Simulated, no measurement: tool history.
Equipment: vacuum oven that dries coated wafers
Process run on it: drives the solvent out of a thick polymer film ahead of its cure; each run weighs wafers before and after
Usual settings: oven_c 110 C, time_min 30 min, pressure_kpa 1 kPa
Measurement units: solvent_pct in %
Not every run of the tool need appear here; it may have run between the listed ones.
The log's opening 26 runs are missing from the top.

run	hour	oven_c	time_min	pressure_kpa	hours of work since the thermocouples were calibrated	hours of work since the vacuum gauge was cleaned of residue	solvent_pct
27	986.4	98	32	2.91	240	531	5.41
28	1036.2	102	30	1	260	551	4.36
29	1080.6	99	47	1.29	278	569	3.34
30	1104.3	110	34	0.9	288	579	2.5
31	1142.3	122	16	3.33	303	594	3.8
32	1191.1	110	18	1.12	323	614	4.93
33	1227.4	110	18	1.12	337	629	4.98
34	1251.7	110	18	1.12	347	638	4.99
35	1284.3	111	30	1	360	652	2.8
36	1313.2	103	27	1	372	663	4.58
37	1333.8	107	21	1	380	672	4.81
38	1360.5	107	21	1	391	682	4.81
39	1391.2	114	33	2.08	404	695	2.27
40	1439.6	110	30	0.69	423	714	2.83
41	1476.8	110	34	0.69	438	729	2.47
42	1516.1	110	34	0.69	454	745	2.39
43	1544.1	110	34	0.69	465	757	2.41
44	1588.4	110	34	0.69	483	774	2.38
45	1621.4	106	42	1.89	497	788	2.66
46	1643.7	123	15	3.66	506	797	3.91
47	1680.7	104	23	1.72	521	812	5.17

Forecast each of these 3 alternatives for the next run:
A	1715.6	104	23	1.55	535	826	?
B	1715.6	105	50	1	535	826	?
C	1715.6	110	25	1	535	826	?

run	solvent_pct
A	5.18
B	2.06
C	3.63
Had the tool no hidden state, the same runs would have come out as:
run	solvent_pct
A	5.19
B	2.06
C	3.64

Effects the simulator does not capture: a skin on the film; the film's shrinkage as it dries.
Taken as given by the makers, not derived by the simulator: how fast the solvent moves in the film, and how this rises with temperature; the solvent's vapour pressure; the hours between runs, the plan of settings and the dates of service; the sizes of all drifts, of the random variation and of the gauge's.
